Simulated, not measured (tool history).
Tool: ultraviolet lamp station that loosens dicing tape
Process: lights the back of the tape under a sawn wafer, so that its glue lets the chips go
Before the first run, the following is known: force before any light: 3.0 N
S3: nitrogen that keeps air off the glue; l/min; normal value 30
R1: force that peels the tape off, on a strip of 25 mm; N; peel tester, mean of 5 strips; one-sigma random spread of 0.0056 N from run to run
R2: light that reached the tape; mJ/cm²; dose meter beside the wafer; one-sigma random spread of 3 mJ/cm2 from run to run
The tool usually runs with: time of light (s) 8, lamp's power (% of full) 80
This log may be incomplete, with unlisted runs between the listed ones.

run 1 day=0.000 | time_of_light_(s)=8 lamp's_power_(%_of_full)=80 S3=30 | R1=0.163 R2=375
run 2 day=0.600 | time_of_light_(s)=8 lamp's_power_(%_of_full)=80 S3=30 | R1=0.152 R2=366
run 3 day=1.154 | time_of_light_(s)=5 lamp's_power_(%_of_full)=80 S3=30 | R1=0.359 R2=227
run 4 day=1.804 | time_of_light_(s)=8 lamp's_power_(%_of_full)=80 S3=30 | R1=0.158 R2=359
run 5 day=2.279 | time_of_light_(s)=8 lamp's_power_(%_of_full)=80 S3=30 | R1=0.168 R2=352
run 6 day=2.617 | time_of_light_(s)=8 lamp's_power_(%_of_full)=80 S3=30 | R1=0.171 R2=354
run 7 day=3.042 | time_of_light_(s)=8 lamp's_power_(%_of_full)=80 S3=30 | R1=0.167 R2=358
run 8 day=3.771 | time_of_light_(s)=8 lamp's_power_(%_of_full)=80 S3=30 | R1=0.164 R2=356
run 9 day=4.508 | time_of_light_(s)=8 lamp's_power_(%_of_full)=80 S3=30 | R1=0.165 R2=348
run 10 day=5.004 | time_of_light_(s)=8 lamp's_power_(%_of_full)=80 S3=30 | R1=0.166 R2=350
run 11 day=5.325 | time_of_light_(s)=8 lamp's_power_(%_of_full)=94 S3=30 | R1=0.140 R2=405
run 12 day=6.050 | time_of_light_(s)=8 lamp's_power_(%_of_full)=94 S3=30 | R1=0.147 R2=398
run 13 day=6.583 | time_of_light_(s)=8 lamp's_power_(%_of_full)=93 S3=24 | R1=0.164 R2=392
run 14 day=7.075 | time_of_light_(s)=8 lamp's_power_(%_of_full)=93 S3=24 | R1=0.163 R2=393
-- day=7.150 window cleaned of glue's vapour
run 15 day=7.429 | time_of_light_(s)=7 lamp's_power_(%_of_full)=95 S3=24 | R1=0.215 R2=327
run 16 day=7.954 | time_of_light_(s)=7 lamp's_power_(%_of_full)=80 S3=30 | R1=0.262 R2=277
-- day=8.212 window cleaned of glue's vapour, once more
run 17 day=8.346 | time_of_light_(s)=12 lamp's_power_(%_of_full)=60 S3=11 | R1=0.263 R2=415
run 18 day=8.692 | time_of_light_(s)=5 lamp's_power_(%_of_full)=85 S3=53 | R1=0.230 R2=244
run 19 day=9.204 | time_of_light_(s)=5 lamp's_power_(%_of_full)=85 S3=53 | R1=0.225 R2=241
run 20 day=9.888 | time_of_light_(s)=5 lamp's_power_(%_of_full)=85 S3=53 | R1=0.233 R2=236
run 21 day=10.592 | time_of_light_(s)=8 lamp's_power_(%_of_full)=80 S3=12 | R1=0.320 R2=357
run 22 day=11.267 | time_of_light_(s)=8 lamp's_power_(%_of_full)=80 S3=12 | R1=0.339 R2=350
run 23 day=11.604 | time_of_light_(s)=4 lamp's_power_(%_of_full)=72 S3=30 | R1=0.659 R2=158

What if the next run were any one of these 5? Each begins from the tool's condition after run 23:
run A day=12.138 | time_of_light_(s)=7 lamp's_power_(%_of_full)=92 S3=22 | R1=? R2=?
run B day=12.138 | time_of_light_(s)=8 lamp's_power_(%_of_full)=80 S3=58 | R1=? R2=?
run C day=12.138 | time_of_light_(s)=10 lamp's_power_(%_of_full)=98 S3=14 | R1=? R2=?
run D day=12.138 | time_of_light_(s)=11 lamp's_power_(%_of_full)=82 S3=23 | R1=? R2=?
run E day=12.138 | time_of_light_(s)=4 lamp's_power_(%_of_full)=88 S3=9 | R1=? R2=?

run=A R1=0.207 R2=356
run=B R1=0.123 R2=353
run=C R1=0.147 R2=539
run=D R1=0.124 R2=487
run=E R1=0.949 R2=194
Take away the tool's hidden state, keep each run's random variation, and the runs would have read:
run=A R1=0.138 R2=466
run=B R1=0.102 R2=463
run=C R1=0.113 R2=708
run=D R1=0.104 R2=639
run=E R1=0.676 R2=254
